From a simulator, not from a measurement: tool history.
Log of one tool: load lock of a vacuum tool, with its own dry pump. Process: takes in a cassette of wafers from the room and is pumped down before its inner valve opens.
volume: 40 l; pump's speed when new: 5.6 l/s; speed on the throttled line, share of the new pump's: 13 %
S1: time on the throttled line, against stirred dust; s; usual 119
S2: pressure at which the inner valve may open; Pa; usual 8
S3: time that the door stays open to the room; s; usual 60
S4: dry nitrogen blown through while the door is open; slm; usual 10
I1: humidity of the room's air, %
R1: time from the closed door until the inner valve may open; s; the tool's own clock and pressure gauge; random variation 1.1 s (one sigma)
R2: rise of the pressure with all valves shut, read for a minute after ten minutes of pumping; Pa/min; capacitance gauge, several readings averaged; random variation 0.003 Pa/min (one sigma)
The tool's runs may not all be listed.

Run 1, hour 0: usual settings; I1 44.6. Result: R1 173.2 s, R2 0.149 Pa/min.
Run 2, hour 500.1: usual settings; I1 44.5. Result: R1 172.5 s, R2 0.151 Pa/min.
Run 3, hour 901.8: usual settings; I1 45.6. Result: R1 172.6 s, R2 0.168 Pa/min.
Run 4, hour 1562.5: usual settings but S3 34 s; I1 42.6. Result: R1 174.1 s, R2 0.176 Pa/min.
Run 5, hour 1848.1: usual settings but S3 34 s; I1 50.4. Result: R1 173.1 s, R2 0.186 Pa/min.
Run 6, hour 2378: usual settings; I1 45.2. Result: R1 174.3 s, R2 0.209 Pa/min.
Run 7, hour 2676.9: usual settings but S2 7 Pa; I1 42.4. Result: R1 177.7 s, R2 0.223 Pa/min.
Run 8, hour 3065.4: usual settings but S2 12 Pa; I1 46.1. Result: R1 171.5 s, R2 0.224 Pa/min.
Run 9, hour 3466.2: usual settings but S2 12 Pa; I1 49. Result: R1 174.2 s, R2 0.244 Pa/min.
At hour 3694.7: door's seal changed, seat wiped.
Run 10, hour 3752.9: usual settings but S4 11 slm; I1 44.4. Result: R1 176.2 s, R2 0.04 Pa/min.
Run 11, hour 4049.5: usual settings but S4 11 slm; I1 45.1. Result: R1 177.5 s, R2 0.036 Pa/min.
Run 12, hour 4463.6: usual settings but S4 11 slm; I1 45.5. Result: R1 176.9 s, R2 0.035 Pa/min.
Run 13, hour 5024.1: usual settings; I1 48.6. Result: R1 177.6 s, R2 0.055 Pa/min.
Run 14, hour 5473.8: usual settings; I1 45.9. Result: R1 178.2 s, R2 0.055 Pa/min.
Run 15, hour 6135.4: usual settings but S3 44 s; I1 47.4. Result: R1 181.9 s, R2 0.06 Pa/min.
Run 16, hour 6421.5: usual settings but S3 44 s; I1 45.2. Result: R1 179.1 s, R2 0.064 Pa/min.
Run 17, hour 6750.8: usual settings but S1 145 s; I1 42.1. Result: R1 203.1 s, R2 0.069 Pa/min.
Run 18, hour 7371.4: usual settings but S1 145 s; I1 42.9. Result: R1 206 s, R2 0.076 Pa/min.
Run 19, hour 8017.2: usual settings but S2 9 Pa, S3 47 s; I1 48.9. Result: R1 180.6 s, R2 0.087 Pa/min.
Run 20, hour 8347: usual settings but S1 72 s, S3 109 s; I1 47.9. Result: R1 144.1 s, R2 0.113 Pa/min.
Run 21, hour 8731.2: usual settings but S1 187 s, S2 13 Pa, S3 175 s; I1 46.3. Result: R1 238 s, R2 0.132 Pa/min.
Run 22, hour 9018.2: usual settings but S1 187 s, S2 13 Pa, S3 30 s, S4 28 slm; I1 46.5. Result: R1 236 s, R2 0.092 Pa/min.
Run 23, hour 9464.1: usual settings but S1 179 s, S2 13 Pa, S3 27 s, S4 12 slm; I1 45.6. Result: R1 228 s, R2 0.102 Pa/min.
Run 24, hour 9813.5: usual settings but S1 89 s, S4 15 slm; I1 44.6. Result: R1 161.2 s, R2 0.118 Pa/min.
Run 25, hour 10346.5: usual settings but S1 89 s, S4 15 slm; I1 41.4. Result: R1 162 s, R2 0.133 Pa/min.
At hour 10399.4: dry pump taken out, an overhauled one fitted.
Run 26, hour 11035.5: usual settings but S1 139 s, S2 13 Pa, S4 31 slm; I1 43.1. Result: R1 189.6 s, R2 0.14 Pa/min.
Run 27, hour 11582.8: usual settings but S1 139 s, S2 13 Pa, S4 31 slm; I1 45.7. Result: R1 186.9 s, R2 0.157 Pa/min.
Run 28, hour 12124.3: usual settings but S2 15 Pa; I1 46.8. Result: R1 171.1 s, R2 0.191 Pa/min.
Run 29, hour 12409: usual settings but S1 74 s, S3 40 s; I1 45.2. Result: R1 135.6 s, R2 0.189 Pa/min.
Run 30, hour 12698.2: usual settings but S1 74 s, S2 6 Pa, S3 54 s; I1 45.8. Result: R1 138.3 s, R2 0.207 Pa/min.
Run 31, hour 13095.1: usual settings but S1 154 s; I1 44.7. Result: R1 206.2 s, R2 0.214 Pa/min.
Run 32, hour 13627.5: usual settings but S1 154 s; I1 45.7. Result: R1 204.8 s, R2 0.234 Pa/min.
At hour 14077.2: door's seal changed, seat wiped.
Run 33, hour 14154.3: usual settings but S4 11 slm; I1 45.7. Result: R1 175.9 s, R2 0.034 Pa/min.
Run 34, hour 14538.6: usual settings but S3 30 s; I1 44.6. Result: R1 176.7 s, R2 0.036 Pa/min.
Run 35, hour 14924.1: usual settings but S3 30 s; I1 43.5. Result: R1 179.4 s, R2 0.028 Pa/min.
Run 36, hour 15384.1: usual settings but S1 94 s, S3 228 s, S4 20 slm; I1 47.3. Result: R1 159.6 s, R2 0.068 Pa/min.

The same runs without the tool's hidden state, with the same run-to-run variation:
The hidden state here: pump's speed, % of a new pump's; leak at the door's seal, Pa l/s; drift of the gauge itself on ready_s, %; drift of the gauge itself on rise_pa_min, %.
run     R1     R2
  1    173  0.041
  2  171.7  0.031
  3  171.3  0.035
  4  172.1  0.028
  5  170.8  0.027
  6  171.2  0.035
  7  174.2  0.041
  8  167.8  0.032
  9    170   0.04
 10  171.3  0.038
 11  172.3  0.032
 12  171.2  0.028
 13  171.1  0.042
 14  171.1  0.038
 15  173.6  0.034
 16  170.5  0.034
 17  194.4  0.035
 18  196.3  0.033
 19  169.7  0.032
 20  130.8   0.05
 21  228.5  0.063
 22  226.3  0.018
 23  217.5  0.018
 24  145.8  0.029
 25  145.7  0.029
 26  187.9  0.021
 27  184.7  0.022
 28  168.1   0.04
 29  131.6  0.029
 30  133.7  0.039
 31  202.2  0.034
 32  200.1  0.036
 33    170  0.032
 34  170.2  0.031
 35  172.4  0.021
 36  151.4  0.056

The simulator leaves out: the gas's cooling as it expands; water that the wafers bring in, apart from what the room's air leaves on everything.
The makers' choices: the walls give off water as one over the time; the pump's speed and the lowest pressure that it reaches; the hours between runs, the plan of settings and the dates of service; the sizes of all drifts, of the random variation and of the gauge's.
